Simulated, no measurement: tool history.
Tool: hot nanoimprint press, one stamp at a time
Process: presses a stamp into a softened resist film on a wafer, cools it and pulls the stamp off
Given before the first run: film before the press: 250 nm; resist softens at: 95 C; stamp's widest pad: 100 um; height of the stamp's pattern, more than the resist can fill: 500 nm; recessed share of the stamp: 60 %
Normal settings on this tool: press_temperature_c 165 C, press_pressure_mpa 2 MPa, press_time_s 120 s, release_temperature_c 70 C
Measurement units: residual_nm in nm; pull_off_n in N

Run 1, hour 0: usual settings. Result: residual_nm 135.9 nm, pull_off_n 165 N.
Run 2, hour 25.8: usual settings. Result: residual_nm 136.9 nm, pull_off_n 171 N.
Run 3, hour 50.1: usual settings. Result: residual_nm 135.7 nm, pull_off_n 169 N.
Run 4, hour 79.6: usual settings. Result: residual_nm 136.6 nm, pull_off_n 173 N.
Run 5, hour 120.1: usual settings. Result: residual_nm 138 nm, pull_off_n 169 N.
At hour 149.1: plate thermocouple calibrated.
Run 6, hour 158.3: usual settings but press_time_s 109 s. Result: residual_nm 142.4 nm, pull_off_n 174 N.
Run 7, hour 201.4: usual settings. Result: residual_nm 138.8 nm, pull_off_n 173 N.
Run 8, hour 238.1: usual settings. Result: residual_nm 139.1 nm, pull_off_n 175 N.
Run 9, hour 259.8: usual settings. Result: residual_nm 139.4 nm, pull_off_n 180 N.
At hour 287: plate thermocouple calibrated, once more.
Run 10, hour 292.1: usual settings. Result: residual_nm 131.8 nm, pull_off_n 174 N.
Run 11, hour 323.2: usual settings. Result: residual_nm 132 nm, pull_off_n 179 N.
Run 12, hour 351.7: usual settings. Result: residual_nm 133.4 nm, pull_off_n 179 N.
Run 13, hour 374.2: usual settings. Result: residual_nm 133 nm, pull_off_n 179 N.
Run 14, hour 415.2: usual settings. Result: residual_nm 133.7 nm, pull_off_n 183 N.
Run 15, hour 441.1: usual settings but press_temperature_c 161 C. Result: residual_nm 153.2 nm, pull_off_n 184 N.
Run 16, hour 467.4: usual settings but press_temperature_c 161 C. Result: residual_nm 153.3 nm, pull_off_n 189 N.
Run 17, hour 505.2: usual settings but press_temperature_c 162 C, release_temperature_c 71 C. Result: residual_nm 148.3 nm, pull_off_n 182 N.
Run 18, hour 544: usual settings but press_temperature_c 162 C, release_temperature_c 71 C. Result: residual_nm 149 nm, pull_off_n 185 N.
Run 19, hour 565: usual settings but press_temperature_c 156 C. Result: residual_nm 176.9 nm, pull_off_n 185 N.
Run 20, hour 596.5: usual settings but press_temperature_c 175 C, press_pressure_mpa 2.97 MPa. Result: residual_nm 81.5 nm, pull_off_n 190 N.
Run 21, hour 618.6: usual settings but press_temperature_c 175 C, press_pressure_mpa 2.97 MPa. Result: residual_nm 81.5 nm, pull_off_n 193 N.
At hour 629.1: stamp cleaned and given a new release coat.
Run 22, hour 650.9: usual settings but press_temperature_c 163 C, press_pressure_mpa 2.26 MPa, press_time_s 126 s. Result: residual_nm 135.6 nm, pull_off_n 161 N.
Run 23, hour 683.5: usual settings but press_temperature_c 163 C, press_pressure_mpa 2.49 MPa, press_time_s 65 s. Result: residual_nm 164 nm, pull_off_n 166 N.
Run 24, hour 720.3: usual settings but press_temperature_c 176 C, press_pressure_mpa 2.6 MPa, press_time_s 73 s, release_temperature_c 74 C. Result: residual_nm 104 nm, pull_off_n 157 N.
Run 25, hour 746.5: usual settings but press_temperature_c 170 C, press_pressure_mpa 1.8 MPa, press_time_s 229 s, release_temperature_c 59 C. Result: residual_nm 92.9 nm, pull_off_n 173 N.
Run 26, hour 768.3: usual settings but press_temperature_c 170 C, press_pressure_mpa 1.8 MPa, press_time_s 229 s, release_temperature_c 59 C. Result: residual_nm 92.9 nm, pull_off_n 177 N.
Run 27, hour 793.2: usual settings but press_temperature_c 170 C, press_pressure_mpa 1.8 MPa, press_time_s 229 s, release_temperature_c 59 C. Result: residual_nm 93.4 nm, pull_off_n 178 N.
Run 28, hour 818.2: usual settings but release_temperature_c 55 C. Result: residual_nm 137.4 nm, pull_off_n 188 N.
Run 29, hour 848.7: usual settings but press_temperature_c 158 C, press_pressure_mpa 2.17 MPa, release_temperature_c 69 C. Result: residual_nm 166.5 nm, pull_off_n 168 N.
Run 30, hour 874.3: usual settings but press_temperature_c 167 C, press_pressure_mpa 2.98 MPa. Result: residual_nm 111.5 nm, pull_off_n 168 N.

Pick out some run-to-run changes in residual_nm. Of each, how much would a tool without hidden state show as well, from the settings, what came in and chance, and how much is left for the hidden state and any gauge scatter not in both results compared?
Hidden state at play: true temperature over the reading, C; pressure that arrives at the usual setting, %; grip of the stamp's worn release coat, % over a new coat's; drift of the gauge itself on residual_nm, %; drift of the gauge itself on pull_off_n, %.
Run 9 -> 10: plate thermocouple calibrated, once more. residual_nm -7.6 nm: hidden state -7.1, all else -0.5.
Run 19 -> 20: press_temperature_c 156 -> 175, press_pressure_mpa 2 -> 2.97. residual_nm -95.4 nm: hidden state -0.9, all else -94.5.
Run 21 -> 22: press_temperature_c 175 -> 163, press_pressure_mpa 2.97 -> 2.26, press_time_s 120 -> 126, stamp cleaned and given a new release coat. residual_nm +54.1 nm: hidden state +1.6, all else +52.5.
Run 23 -> 24: press_temperature_c 163 -> 176, press_pressure_mpa 2.49 -> 2.6, press_time_s 65 -> 73, release_temperature_c 70 -> 74. residual_nm -60 nm: hidden state -0.9, all else -59.1.
Run 27 -> 28: press_temperature_c 170 -> 165, press_pressure_mpa 1.8 -> 2, press_time_s 229 -> 120, release_temperature_c 59 -> 55. residual_nm +44 nm: hidden state +1.8, all else +42.2.
Run 29 -> 30: press_temperature_c 158 -> 167, press_pressure_mpa 2.17 -> 2.98, release_temperature_c 69 -> 70. residual_nm -55 nm: hidden state -0.6, all else -54.4.
